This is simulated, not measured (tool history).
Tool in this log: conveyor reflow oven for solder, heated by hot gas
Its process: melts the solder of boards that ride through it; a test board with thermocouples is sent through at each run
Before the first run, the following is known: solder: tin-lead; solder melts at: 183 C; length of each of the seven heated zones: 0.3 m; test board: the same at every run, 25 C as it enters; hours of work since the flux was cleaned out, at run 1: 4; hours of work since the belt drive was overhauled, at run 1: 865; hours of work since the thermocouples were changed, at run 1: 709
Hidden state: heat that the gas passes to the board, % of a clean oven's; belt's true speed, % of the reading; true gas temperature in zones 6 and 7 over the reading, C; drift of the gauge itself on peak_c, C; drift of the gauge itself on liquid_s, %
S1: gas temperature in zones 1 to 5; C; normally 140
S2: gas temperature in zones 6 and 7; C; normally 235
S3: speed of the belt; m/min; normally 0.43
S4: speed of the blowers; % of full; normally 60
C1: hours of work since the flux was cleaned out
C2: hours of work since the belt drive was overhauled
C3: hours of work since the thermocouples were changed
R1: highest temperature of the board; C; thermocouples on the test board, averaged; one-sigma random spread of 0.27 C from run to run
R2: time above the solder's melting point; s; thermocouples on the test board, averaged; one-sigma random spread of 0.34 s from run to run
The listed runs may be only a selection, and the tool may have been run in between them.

| run | hour | S1 | S2 | S3 | S4 | C1 | C2 | C3 | R1 | R2 |
|---|---|---|---|---|---|---|---|---|---|---|
| 1 | 0 | 140 | 235 | 0.43 | 60 | 4 | 865 | 709 | 224.6 | 71.4 |
| 2 | 73.3 | 140 | 235 | 0.43 | 60 | 54 | 914 | 758 | 224.5 | 71.3 |
| 3 | 160.7 | 140 | 235 | 0.43 | 60 | 112 | 973 | 816 | 224.8 | 72.1 |
|  | 177.6 | thermocouples of zones 6 and 7 changed |
| 4 | 238.6 | 140 | 235 | 0.43 | 60 | 163 | 1024 | 41 | 222.8 | 70.9 |
| 5 | 316.6 | 140 | 235 | 0.43 | 60 | 215 | 1076 | 93 | 223 | 70 |
| 6 | 396.9 | 140 | 235 | 0.454 | 60 | 269 | 1130 | 147 | 221.9 | 65.5 |
|  | 408.9 | belt drive overhauled, speed set with a stopwatch |
| 7 | 452.1 | 140 | 235 | 0.454 | 60 | 303 | 29 | 181 | 222.4 | 66.7 |
|  | 525.7 | flux residue cleaned out of gas plates and filters |
| 8 | 532.9 | 140 | 235 | 0.454 | 60 | 5 | 80 | 232 | 223.1 | 67.3 |
|  | 553.7 | belt drive overhauled, speed set with a stopwatch, once more |
| 9 | 630.8 | 140 | 235 | 0.43 | 60 | 68 | 52 | 295 | 223.9 | 69 |
| 10 | 696.9 | 140 | 232 | 0.43 | 60 | 112 | 96 | 339 | 220.6 | 67.5 |
| 11 | 741.4 | 140 | 235 | 0.381 | 53 | 142 | 126 | 369 | 225.8 | 79.7 |
| 12 | 813.6 | 149 | 235 | 0.43 | 60 | 190 | 174 | 417 | 224.6 | 74.4 |
| 13 | 904.7 | 147 | 236 | 0.392 | 66 | 251 | 235 | 478 | 228.8 | 83.1 |
| 14 | 970.6 | 147 | 236 | 0.392 | 66 | 295 | 279 | 523 | 229.1 | 83.2 |
| 15 | 1047 | 147 | 236 | 0.392 | 66 | 347 | 330 | 574 | 229 | 83.3 |
|  | 1059.5 | flux residue cleaned out of gas plates and filters |
| 16 | 1107.8 | 140 | 231 | 0.343 | 72 | 32 | 368 | 611 | 227.3 | 92.7 |
| 17 | 1174.7 | 130 | 248 | 0.343 | 88 | 77 | 413 | 656 | 245.7 | 98.9 |
| 18 | 1247.3 | 132 | 235 | 0.425 | 60 | 126 | 461 | 705 | 223.7 | 68.4 |
| 19 | 1303.3 | 132 | 235 | 0.425 | 60 | 163 | 499 | 742 | 223.9 | 67.5 |

Hidden condition of the tool, last listed run before each entry between runs versus first listed run after:
Run 3 -> run 4: thermocouples of zones 6 and 7 changed (hour 177.6)
  heat that the gas passes to the board, % of a clean oven's: 97.9 -> 97.2; belt's true speed, % of the reading: 98.04 -> 97.95; true gas temperature in zones 6 and 7 over the reading, C: 2.15 -> 0.49
  difference, measured minus the result without the unlogged condition, R1: +2.2 -> +0.6 C; R2: +3 -> +1.9 s
Run 6 -> run 7: belt drive overhauled, speed set with a stopwatch (hour 408.9)
  heat that the gas passes to the board, % of a clean oven's: 95.7 -> 95.3; belt's true speed, % of the reading: 97.74 -> 96.75; true gas temperature in zones 6 and 7 over the reading, C: 0.82 -> 0.93
  difference, measured minus the result without the unlogged condition, R1: +0.7 -> +1.1 C; R2: +2 -> +2.9 s
Run 7 -> run 8: flux residue cleaned out of gas plates and filters (hour 525.7)
  heat that the gas passes to the board, % of a clean oven's: 95.3 -> 99.4; belt's true speed, % of the reading: 96.75 -> 96.65; true gas temperature in zones 6 and 7 over the reading, C: 0.93 -> 1.08
  difference, measured minus the result without the unlogged condition, R1: +1.1 -> +1.9 C; R2: +2.9 -> +3.7 s
Run 8 -> run 9: belt drive overhauled, speed set with a stopwatch, once more (hour 553.7)
  heat that the gas passes to the board, % of a clean oven's: 99.4 -> 98.6; belt's true speed, % of the reading: 96.65 -> 100.05; true gas temperature in zones 6 and 7 over the reading, C: 1.08 -> 1.28
  difference, measured minus the result without the unlogged condition, R1: +1.9 -> +1 C; R2: +3.7 -> +0.5 s
Run 15 -> run 16: flux residue cleaned out of gas plates and filters (hour 1059.5)
  heat that the gas passes to the board, % of a clean oven's: 94.7 -> 98.7; belt's true speed, % of the reading: 99.5 -> 99.44; true gas temperature in zones 6 and 7 over the reading, C: 2.1 -> 2.22
  difference, measured minus the result without the unlogged condition, R1: +1.3 -> +2.1 C; R2: +1.1 -> +1.8 s
